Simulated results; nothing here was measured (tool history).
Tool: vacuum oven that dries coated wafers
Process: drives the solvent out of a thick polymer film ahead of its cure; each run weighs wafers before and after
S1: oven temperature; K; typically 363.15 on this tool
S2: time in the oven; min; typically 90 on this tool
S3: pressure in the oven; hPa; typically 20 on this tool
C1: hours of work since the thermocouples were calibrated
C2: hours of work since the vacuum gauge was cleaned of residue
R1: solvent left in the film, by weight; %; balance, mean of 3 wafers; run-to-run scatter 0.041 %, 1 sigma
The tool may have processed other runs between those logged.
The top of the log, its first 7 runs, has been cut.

run,hour,S1,S2,S3,C1,C2,R1
8,397.6,356.15,77,20,175,1158,5.38
9,431.5,363.15,153,20,199,1182,2.76
10,496.6,363.15,153,20,246,1229,2.77
11,536.9,363.15,153,20,274,1257,2.87
12,599.6,365.15,90,20,319,1302,3.1
13,665,363.15,90,10.2,366,1349,2.22
14,694.4,363.15,90,10.2,387,1370,2.29
15,742.6,363.15,90,20,421,1404,3.34
16,799.2,363.15,90,20,461,1444,3.37
17,839.4,363.15,90,20,490,1473,3.34
18,894.1,363.15,153,20,529,1512,2.88
19,947.4,367.15,90,20,567,1550,2.75
20,1000.2,372.15,90,20,605,1588,2.14
21,1060.3,363.15,90,20,648,1631,3.43
22,1125.2,363.15,90,20,694,1677,3.34
23,1160.6,363.15,90,35.2,719,1702,5.11
24,1206.7,376.15,112,34.9,752,1735,2.88
25,1253.9,376.15,112,34.9,786,1769,2.87
26,1290.3,363.15,113,34.2,812,1795,4.7

For run 27, what comes out?
27,1322.4,356.15,45,14,834,1817,?

For run 27 the tool returned R1 6.84 %.
With the hidden condition absent and the run-to-run variation left alone, this run would have shown R1 6.81 %.

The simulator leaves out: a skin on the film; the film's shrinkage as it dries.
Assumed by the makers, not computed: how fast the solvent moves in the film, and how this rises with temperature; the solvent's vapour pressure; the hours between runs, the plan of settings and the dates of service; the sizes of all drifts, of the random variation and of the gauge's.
